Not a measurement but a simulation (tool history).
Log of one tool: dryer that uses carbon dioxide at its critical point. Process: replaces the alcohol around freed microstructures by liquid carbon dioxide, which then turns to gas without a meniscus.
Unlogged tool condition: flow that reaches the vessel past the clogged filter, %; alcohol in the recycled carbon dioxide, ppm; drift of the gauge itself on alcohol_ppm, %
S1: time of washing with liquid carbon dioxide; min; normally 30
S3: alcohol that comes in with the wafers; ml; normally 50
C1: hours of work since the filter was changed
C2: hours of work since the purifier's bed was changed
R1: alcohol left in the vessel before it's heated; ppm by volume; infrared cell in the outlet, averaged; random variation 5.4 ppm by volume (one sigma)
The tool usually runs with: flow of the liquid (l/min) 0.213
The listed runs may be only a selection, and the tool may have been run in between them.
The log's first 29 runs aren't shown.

run 30 hour=991.3 | S1=20 flow_of_the_liquid_(l/min)=0.219 S3=50 | C1=166 C2=443 | R1=1004
run 31 hour=1040.7 | S1=20 flow_of_the_liquid_(l/min)=0.219 S3=50 | C1=199 C2=475 | R1=1035
run 32 hour=1084.7 | S1=44 flow_of_the_liquid_(l/min)=0.291 S3=50 | C1=227 C2=504 | R1=56
-- hour=1123.5 purifier's bed changed
run 33 hour=1139.5 | S1=36 flow_of_the_liquid_(l/min)=0.24 S3=52 | C1=261 C2=10 | R1=37
run 34 hour=1172.6 | S1=38 flow_of_the_liquid_(l/min)=0.148 S3=55 | C1=283 C2=32 | R1=421
run 35 hour=1193.6 | S1=38 flow_of_the_liquid_(l/min)=0.285 S3=105 | C1=297 C2=46 | R1=9
run 36 hour=1226.5 | S1=30 flow_of_the_liquid_(l/min)=0.281 S3=67 | C1=318 C2=67 | R1=56
run 37 hour=1254.8 | S1=44 flow_of_the_liquid_(l/min)=0.325 S3=33 | C1=337 C2=86 | R1=16
run 38 hour=1306.6 | S1=44 flow_of_the_liquid_(l/min)=0.325 S3=33 | C1=370 C2=120 | R1=13
run 39 hour=1341.4 | S1=40 flow_of_the_liquid_(l/min)=0.175 S3=24 | C1=393 C2=142 | R1=87
run 40 hour=1370.5 | S1=31 flow_of_the_liquid_(l/min)=0.21 S3=24 | C1=412 C2=161 | R1=118
-- hour=1420.5 inlet filter changed
run 41 hour=1420.5 | S1=31 flow_of_the_liquid_(l/min)=0.21 S3=24 | C1=0 C2=193 | R1=79
run 42 hour=1457.6 | S1=19 flow_of_the_liquid_(l/min)=0.248 S3=104 | C1=24 C2=218 | R1=1309
run 43 hour=1486 | S1=19 flow_of_the_liquid_(l/min)=0.248 S3=104 | C1=43 C2=236 | R1=1338
run 44 hour=1507.6 | S1=30 flow_of_the_liquid_(l/min)=0.31 S3=28 | C1=57 C2=250 | R1=30
run 45 hour=1550.4 | S1=42 flow_of_the_liquid_(l/min)=0.265 S3=67 | C1=85 C2=278 | R1=34
run 46 hour=1597.6 | S1=30 flow_of_the_liquid_(l/min)=0.132 S3=67 | C1=116 C2=309 | R1=1908

What if the next run were any one of these 4? Each begins from the tool's condition after run 46:
run A hour=1637.7 | S1=30 flow_of_the_liquid_(l/min)=0.213 S3=29 | C1=142 C2=335 | R1=?
run B hour=1637.7 | S1=35 flow_of_the_liquid_(l/min)=0.349 S3=28 | C1=142 C2=335 | R1=?
run C hour=1637.7 | S1=18 flow_of_the_liquid_(l/min)=0.331 S3=115 | C1=142 C2=335 | R1=?
run D hour=1637.7 | S1=30 flow_of_the_liquid_(l/min)=0.316 S3=38 | C1=142 C2=335 | R1=?

run=A R1=128
run=B R1=38
run=C R1=538
run=D R1=47
What these runs would have given with no unlogged condition in the tool:
run=A R1=79
run=B R1=5
run=C R1=416
run=D R1=14

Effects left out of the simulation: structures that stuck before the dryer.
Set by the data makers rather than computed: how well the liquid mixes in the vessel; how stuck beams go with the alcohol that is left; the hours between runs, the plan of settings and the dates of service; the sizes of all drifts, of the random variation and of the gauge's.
